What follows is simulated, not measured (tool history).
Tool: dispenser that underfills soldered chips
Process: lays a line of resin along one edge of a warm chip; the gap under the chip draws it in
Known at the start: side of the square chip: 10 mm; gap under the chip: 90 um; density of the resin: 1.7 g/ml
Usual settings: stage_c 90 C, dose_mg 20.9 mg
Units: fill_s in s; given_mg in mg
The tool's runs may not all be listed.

run     day  stage_c  dose_mg  fill_s  given_mg
  1   0.000       90     20.9    84.1     20.84
      0.417  -- new syringe of resin
  2   0.488       90     21.6    83.2     21.44
      0.933  -- new syringe of resin
  3   0.967       90     24.5    77.9     24.20
      1.458  -- new syringe of resin
  4   1.562       90     24.5    83.6     23.92
  5   1.850       90     20.9   116.8     20.38
      1.958  -- new syringe of resin
      2.292  -- dispensing valve cleaned and set on the balance
  6   2.304       90     20.9   103.1     20.87
      2.529  -- new syringe of resin
  7   2.867       90     20.9   109.2     20.74
      3.050  -- new syringe of resin
  8   3.308       90     24.9    98.0     24.57
      3.554  -- new syringe of resin
  9   3.671      103     24.9    45.7     24.39
      4.058  -- new syringe of resin
 10   4.121      103     24.9    44.3     24.20
      4.567  -- new syringe of resin
 11   4.729      103     24.9    48.1     24.04
      4.808  -- dispensing valve cleaned and set on the balance
 12   5.054      103     24.9    64.7     24.72
      5.129  -- new syringe of resin
 13   5.312      103     24.9    48.0     24.55
      5.638  -- new syringe of resin
 14   5.858      103     24.9    50.9     24.42
      6.162  -- new syringe of resin
 15   6.421       90     20.9   100.9     20.38
      6.662  -- new syringe of resin
 16   6.954       90     20.9   102.2     20.23
      7.188  -- new syringe of resin
      7.317  -- dispensing valve cleaned and set on the balance
 17   7.471       90     22.3    96.3     22.29
      7.754  -- new syringe of resin
 18   8.075       90     20.1   107.9     19.91
      8.275  -- new syringe of resin
 19   8.596       80     25.7   170.3     25.40
      8.783  -- new syringe of resin
 20   8.938       86     23.2   106.6     22.76
      9.317  -- new syringe of resin
 21   9.425       80     20.9   136.4     20.47
      9.838  -- dispensing valve cleaned and set on the balance
      9.875  -- new syringe of resin
 22  10.012       80     20.9   141.5     20.80
 23  10.325       77     18.0   233.3     17.78
     10.375  -- new syringe of resin
     10.892  -- new syringe of resin
 24  10.950       77     18.0   161.1     17.70
 25  11.329       78     22.2   208.5     21.65
     11.388  -- new syringe of resin
 26  11.671       77     21.0   189.2     20.47
     11.896  -- new syringe of resin
 27  11.975       81     24.5   121.4     23.89
     12.362  -- dispensing valve cleaned and set on the balance
     12.450  -- new syringe of resin
 28  12.538       81     24.5   122.3     24.40
     12.962  -- new syringe of resin
 29  13.075      105     20.7    42.2     20.49
     13.483  -- new syringe of resin
 30  13.575       78     21.3   148.4     20.86
     13.988  -- new syringe of resin
 31  13.988       90     19.1    76.4     18.63
     14.508  -- new syringe of resin
 32  14.512       90     25.9    72.4     25.11
 33  14.762       90     25.9    93.6     25.00
     14.912  -- dispensing valve cleaned and set on the balance
     15.075  -- new syringe of resin
 34  15.296       90     25.9    90.9     25.85

Forecast each of these 4 alternatives for the next run:
     15.592  -- new syringe of resin
  A  15.904      100     25.9       ?         ?
     15.592  -- new syringe of resin
  B  15.904       85     25.9       ?         ?
     15.592  -- new syringe of resin
  C  15.904       97     23.7       ?         ?
     15.592  -- new syringe of resin
  D  15.904       78     23.9       ?         ?

run  fill_s  given_mg
  A    60.9     25.68
  B   124.4     25.59
  C    70.8     23.60
  D   176.9     23.61
Without the tool's hidden state the same runs would have given:
run  fill_s  given_mg
  A    48.3     25.94
  B    99.4     25.86
  C    56.2     23.84
  D   141.6     23.85
